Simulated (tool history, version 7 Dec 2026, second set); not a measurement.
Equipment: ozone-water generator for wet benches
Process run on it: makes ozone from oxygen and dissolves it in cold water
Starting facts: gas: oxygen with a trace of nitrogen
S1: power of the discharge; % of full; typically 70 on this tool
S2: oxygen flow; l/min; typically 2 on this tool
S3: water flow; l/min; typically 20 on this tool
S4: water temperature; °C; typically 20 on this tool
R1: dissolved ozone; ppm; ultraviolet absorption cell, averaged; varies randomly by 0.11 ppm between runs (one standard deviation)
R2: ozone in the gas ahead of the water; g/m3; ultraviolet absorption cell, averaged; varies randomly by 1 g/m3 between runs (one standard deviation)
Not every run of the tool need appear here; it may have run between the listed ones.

run   hour  S1  S2  S3  S4    R1     R2
  1    0.0  70   2  20  20   8.0  179.8
  2   72.1  70   2  20  20   7.7  176.7
  3  133.4  70   2  20  20   7.8  175.6
  4  181.4  70   2  20  20   7.8  177.6
  5  262.9  70   2  20  20   7.6  176.5
  6  348.9  70   2  20  20   7.7  174.3
  7  408.3  70   2  20  20   7.8  175.4
  8  455.7  70   2  20  20   7.9  174.7
  9  535.0  70   2  14  20  11.1  175.2

Run 10 comes next. What will it give?
 10  607.4  70   2  14  20   ?   ?

R1: 11.1 ppm
R2: 174.3 g/m3
Without the tool's hidden state the same run would have given R1 12.0 ppm, R2 181.0 g/m3.

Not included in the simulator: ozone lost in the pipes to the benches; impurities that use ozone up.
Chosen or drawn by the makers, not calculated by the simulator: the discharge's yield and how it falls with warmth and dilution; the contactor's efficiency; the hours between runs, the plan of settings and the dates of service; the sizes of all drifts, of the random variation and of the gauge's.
